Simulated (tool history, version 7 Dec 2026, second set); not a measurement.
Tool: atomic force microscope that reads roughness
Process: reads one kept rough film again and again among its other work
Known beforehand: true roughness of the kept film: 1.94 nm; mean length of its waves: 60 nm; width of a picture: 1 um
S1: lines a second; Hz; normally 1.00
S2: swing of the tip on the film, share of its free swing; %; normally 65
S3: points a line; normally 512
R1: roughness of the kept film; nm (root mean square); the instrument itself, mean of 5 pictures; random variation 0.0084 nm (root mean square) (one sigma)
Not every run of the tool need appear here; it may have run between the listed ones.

run 1 hour=0.0 | S1=1.00 S2=65 S3=512 | R1=1.839
run 2 hour=31.3 | S1=2.87 S2=65 S3=512 | R1=1.671
run 3 hour=66.9 | S1=2.87 S2=65 S3=512 | R1=1.645
-- hour=98.5 new tip fitted
run 4 hour=107.4 | S1=2.87 S2=65 S3=512 | R1=1.706
run 5 hour=146.2 | S1=0.97 S2=65 S3=512 | R1=1.804
-- hour=196.6 new tip fitted
run 6 hour=199.8 | S1=1.00 S2=65 S3=512 | R1=1.833
run 7 hour=237.1 | S1=1.00 S2=65 S3=512 | R1=1.802
run 8 hour=259.0 | S1=1.00 S2=80 S3=512 | R1=1.696
run 9 hour=291.1 | S1=1.00 S2=65 S3=512 | R1=1.733
-- hour=295.3 new tip fitted
run 10 hour=319.4 | S1=1.00 S2=65 S3=508 | R1=1.818
run 11 hour=349.0 | S1=1.00 S2=65 S3=341 | R1=1.793
run 12 hour=383.4 | S1=1.00 S2=65 S3=341 | R1=1.753
-- hour=394.1 new tip fitted
run 13 hour=427.1 | S1=1.00 S2=65 S3=512 | R1=1.809
run 14 hour=466.1 | S1=0.53 S2=62 S3=508 | R1=1.808
-- hour=495.5 new tip fitted
run 15 hour=503.1 | S1=0.53 S2=62 S3=508 | R1=1.885
run 16 hour=553.5 | S1=2.83 S2=65 S3=498 | R1=1.673
-- hour=593.6 new tip fitted
run 17 hour=593.6 | S1=0.62 S2=83 S3=416 | R1=1.791
run 18 hour=642.2 | S1=1.10 S2=59 S3=344 | R1=1.809
run 19 hour=673.1 | S1=0.76 S2=65 S3=512 | R1=1.796
-- hour=692.8 new tip fitted
run 20 hour=724.1 | S1=0.64 S2=62 S3=359 | R1=1.840
run 21 hour=756.8 | S1=0.68 S2=56 S3=495 | R1=1.819
-- hour=791.8 new tip fitted
run 22 hour=794.2 | S1=1.39 S2=71 S3=291 | R1=1.785
run 23 hour=831.8 | S1=0.68 S2=71 S3=786 | R1=1.805
run 24 hour=856.9 | S1=1.00 S2=87 S3=512 | R1=1.636
-- hour=890.7 new tip fitted
run 25 hour=910.3 | S1=1.00 S2=65 S3=440 | R1=1.828
run 26 hour=956.2 | S1=0.79 S2=75 S3=598 | R1=1.768

5 options for the next run, each taken on its own from the tool as it stands now. Forecast them:
run A hour=978.6 | S1=3.60 S2=75 S3=859 | R1=?
run B hour=978.6 | S1=1.55 S2=77 S3=598 | R1=?
run C hour=978.6 | S1=1.59 S2=73 S3=533 | R1=?
run D hour=978.6 | S1=0.91 S2=58 S3=523 | R1=?
run E hour=978.6 | S1=0.54 S2=87 S3=635 | R1=?

run=A R1=1.457
run=B R1=1.629
run=C R1=1.655
run=D R1=1.784
run=E R1=1.715
Take away the tool's hidden state, keep each run's random variation, and the runs would have read:
run=A R1=1.520
run=B R1=1.700
run=C R1=1.727
run=D R1=1.863
run=E R1=1.790
